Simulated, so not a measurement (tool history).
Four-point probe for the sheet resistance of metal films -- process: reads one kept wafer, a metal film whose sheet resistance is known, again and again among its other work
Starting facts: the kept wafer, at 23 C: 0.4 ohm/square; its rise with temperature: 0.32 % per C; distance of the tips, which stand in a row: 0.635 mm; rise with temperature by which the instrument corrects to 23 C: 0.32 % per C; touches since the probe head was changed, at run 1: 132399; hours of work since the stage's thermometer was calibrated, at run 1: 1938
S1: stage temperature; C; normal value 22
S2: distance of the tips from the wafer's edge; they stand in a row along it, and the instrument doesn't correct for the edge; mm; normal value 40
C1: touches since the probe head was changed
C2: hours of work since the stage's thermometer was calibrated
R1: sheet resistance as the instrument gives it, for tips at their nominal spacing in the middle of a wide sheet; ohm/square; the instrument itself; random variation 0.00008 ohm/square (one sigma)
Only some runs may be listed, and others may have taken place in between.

run	hour	S1	S2	C1	C2	R1
1	0	22	40	132399	1938	0.393958
2	92	23	40	135958	1992	0.393897
3	181.3	23	40	139410	2044	0.393881
4	255.1	23	40	142265	2088	0.393694
5	328.4	23	40	145098	2131	0.393654
6	374.8	22	40	146894	2158	0.393604
7	415.8	22	40	148478	2182	0.393568
8	504.1	19	20	151894	2234	0.39387
9	580.7	20	22	154859	2279	0.393477
10	622.4	20	22	156472	2303	0.3935
11	683.7	28	8	158840	2339	0.394601

Alternative continuations, all from the tool just after run 11; predict every row:
# hour 698.7: new probe head fitted
A	746.7	28	29	1860	2375	?
# hour 698.7: new probe head fitted
B	746.7	34	10	1860	2375	?
# hour 698.7: new probe head fitted
C	746.7	20	22	1860	2375	?

run	R1
A	0.396707
B	0.397386
C	0.396885
Stripped of hidden state, with their random variation kept, the same runs would have yielded:
run	R1
A	0.40008
B	0.400758
C	0.400268

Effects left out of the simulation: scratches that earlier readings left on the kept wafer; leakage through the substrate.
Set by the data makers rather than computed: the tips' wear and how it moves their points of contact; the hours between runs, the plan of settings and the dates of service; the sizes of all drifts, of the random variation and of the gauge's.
